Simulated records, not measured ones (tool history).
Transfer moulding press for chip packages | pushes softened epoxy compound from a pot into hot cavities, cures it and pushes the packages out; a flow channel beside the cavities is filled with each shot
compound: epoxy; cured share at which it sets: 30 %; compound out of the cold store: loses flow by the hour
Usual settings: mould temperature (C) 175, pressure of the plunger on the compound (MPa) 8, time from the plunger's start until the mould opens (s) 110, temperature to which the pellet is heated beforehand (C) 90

run,day,mould temperature (C),pressure of the plunger on the compound (MPa),time from the plunger's start until the mould opens (s),temperature to which the pellet is heated beforehand (C),incoming compound's hours out of the cold store,length that the compound runs in the flow channel (mm),greatest force on the pins that push the packages out (N)
1,0,175,8,110,90,22.3,526,595
# day 0.708: cavities cleaned with cleaning compound and waxed
2,1.262,175,8,110,90,34.9,484,539
# day 2.679: cavities cleaned with cleaning compound and waxed
3,3.592,175,8,110,90,12.4,559,564
# day 4.721: cavities cleaned with cleaning compound and waxed
4,5.542,175,8,110,90,15.1,545,557
# day 6.488: plunger's sealing rings changed
# day 6.875: cavities cleaned with cleaning compound and waxed
5,8.062,175,6.41,110,90,14,500,610
# day 8.775: cavities cleaned with cleaning compound and waxed
6,9.908,175,6.41,110,90,23.5,473,613
# day 10.775: cavities cleaned with cleaning compound and waxed
7,11.229,175,8,110,90,16.7,545,530
8,12.596,175,8,110,90,37.9,474,642
# day 12.846: cavities cleaned with cleaning compound and waxed
9,13.954,175,8,110,90,44.4,459,587
# day 14.892: cavities cleaned with cleaning compound and waxed
10,16.012,175,8,110,90,41.6,462,581
# day 16.796: cavities cleaned with cleaning compound and waxed
# day 17.267: plunger's sealing rings changed
11,18.346,175,8,110,90,25.2,525,637
# day 18.808: cavities cleaned with cleaning compound and waxed
12,19.642,175,8,110,90,27.4,515,566
13,20.629,175,8,110,90,41,470,660
# day 20.808: cavities cleaned with cleaning compound and waxed
# day 22.817: cavities cleaned with cleaning compound and waxed
14,23.008,175,8,110,90,9.3,573,481
# day 24.812: cavities cleaned with cleaning compound and waxed
15,25.2,172,6.34,110,90,44.2,415,546
16,26.525,181,8.24,134,90,46.9,437,597
# day 26.788: cavities cleaned with cleaning compound and waxed
# day 28.004: plunger's sealing rings changed
17,28.525,168,8,128,90,47.8,475,685
# day 28.854: cavities cleaned with cleaning compound and waxed
18,30.171,180,9.51,135,91,23.9,557,574
# day 30.758: mould's thermocouples calibrated
# day 30.942: cavities cleaned with cleaning compound and waxed
19,32.346,180,9.51,135,91,26.7,544,584
# day 32.992: cavities cleaned with cleaning compound and waxed
20,33.429,180,9.51,135,91,47.4,478,489
# day 34.967: cavities cleaned with cleaning compound and waxed
21,35.533,180,9.51,102,91,25.1,543,488
# day 36.875: cavities cleaned with cleaning compound and waxed
22,37.917,180,6.42,110,90,33.2,421,555
# day 38.808: plunger's sealing rings changed
# day 39.025: cavities cleaned with cleaning compound and waxed
23,40.246,180,6.42,110,90,41.3,416,576
# day 40.946: cavities cleaned with cleaning compound and waxed
24,42.3,180,6.42,110,90,34.9,426,597
# day 42.958: cavities cleaned with cleaning compound and waxed
25,43.958,183,7.36,108,84,32.7,455,549

3 ways to go on from here, each from the tool as it stands after run 25. What would each give?
# day 44.867: cavities cleaned with cleaning compound and waxed
A,45.296,183,7.36,108,81,16.6,?,?
# day 44.867: cavities cleaned with cleaning compound and waxed
B,45.296,174,6.04,103,84,35.2,?,?
# day 44.867: cavities cleaned with cleaning compound and waxed
C,45.296,183,6.47,100,84,18.6,?,?

run,length that the compound runs in the flow channel (mm),greatest force on the pins that push the packages out (N)
A,502,493
B,423,577
C,468,476
Without the tool's hidden state the same runs would have given:
run,length that the compound runs in the flow channel (mm),greatest force on the pins that push the packages out (N)
A,510,424
B,430,492
C,475,409

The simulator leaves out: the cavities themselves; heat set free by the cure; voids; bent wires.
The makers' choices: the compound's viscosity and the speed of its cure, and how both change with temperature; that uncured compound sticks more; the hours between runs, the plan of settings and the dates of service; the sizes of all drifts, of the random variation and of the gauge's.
